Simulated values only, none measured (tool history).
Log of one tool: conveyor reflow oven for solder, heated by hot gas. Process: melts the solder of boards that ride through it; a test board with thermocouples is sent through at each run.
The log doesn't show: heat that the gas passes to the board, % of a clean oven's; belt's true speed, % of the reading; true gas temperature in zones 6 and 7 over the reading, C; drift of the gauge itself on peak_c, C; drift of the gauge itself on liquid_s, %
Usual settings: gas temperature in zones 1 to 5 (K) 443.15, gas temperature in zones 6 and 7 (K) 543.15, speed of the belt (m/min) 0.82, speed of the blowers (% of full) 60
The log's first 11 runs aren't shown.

run	hour	gas temperature in zones 1 to 5 (K)	gas temperature in zones 6 and 7 (K)	speed of the belt (m/min)	speed of the blowers (% of full)	hours of work since the flux was cleaned out	hours of work since the belt drive was overhauled	hours of work since the thermocouples were changed	highest temperature of the board (K)	time above the solder's melting point (s)
12	97	443.15	543.15	0.82	60	147	404	296	520.35	29.6
13	107.6	435.15	543.15	0.82	60	153	409	301	519.05	26.7
14	115.6	435.15	543.15	0.82	60	157	413	306	518.95	26.8
15	123.8	443.15	543.15	0.82	60	161	418	310	520.95	29.1
16	133.7	443.15	543.15	0.82	81	166	423	315	525.75	31.9
17	145	434.15	552.15	0.663	63	172	428	320	535.65	42.4
18	157.1	454.15	543.15	0.82	87	178	434	327	526.85	35
19	170.2	443.15	550.15	0.82	60	185	441	333	526.05	31.6
20	181.1	443.15	550.15	0.82	60	190	447	339	526.75	31.6
21	189.7	445.15	538.15	0.82	56	194	451	343	516.15	27.1
22	195.9	445.15	538.15	0.82	56	198	454	346	515.05	26.8
23	201.4	443.15	541.15	0.82	60	200	457	349	518.95	28
24	208	430.15	540.15	0.746	78	204	460	352	522.55	31
25	217.5	443.15	554.15	0.67	78	209	465	357	540.75	45.5
26	226.3	452.15	536.15	0.919	78	213	470	362	515.75	25.3
27	235.2	452.15	536.15	0.919	63	218	474	366	514.15	23.9
28	240.9	458.15	551.15	0.675	86	220	477	369	539.65	48.8
29	248.5	445.15	543.15	0.885	60	224	481	373	517.65	25.4
30	254	443.15	543.15	0.671	70	227	484	376	529.15	41.2

4 ways to go on from here, each from the tool as it stands after run 30. What would each give?
A	262.6	443.15	547.15	0.738	87	231	488	380	?	?
B	262.6	443.15	543.15	0.82	77	231	488	380	?	?
C	262.6	438.15	543.15	0.671	70	231	488	380	?	?
D	262.6	445.15	543.15	0.82	81	231	488	380	?	?

run	highest temperature of the board (K)	time above the solder's melting point (s)
A	533.15	38.6
B	523.85	30.5
C	528.45	40.3
D	525.35	31.9
Without the tool's hidden state the same runs would have given:
run	highest temperature of the board (K)	time above the solder's melting point (s)
A	533.25	38.6
B	523.95	30.6
C	528.55	40.3
D	525.35	31.9
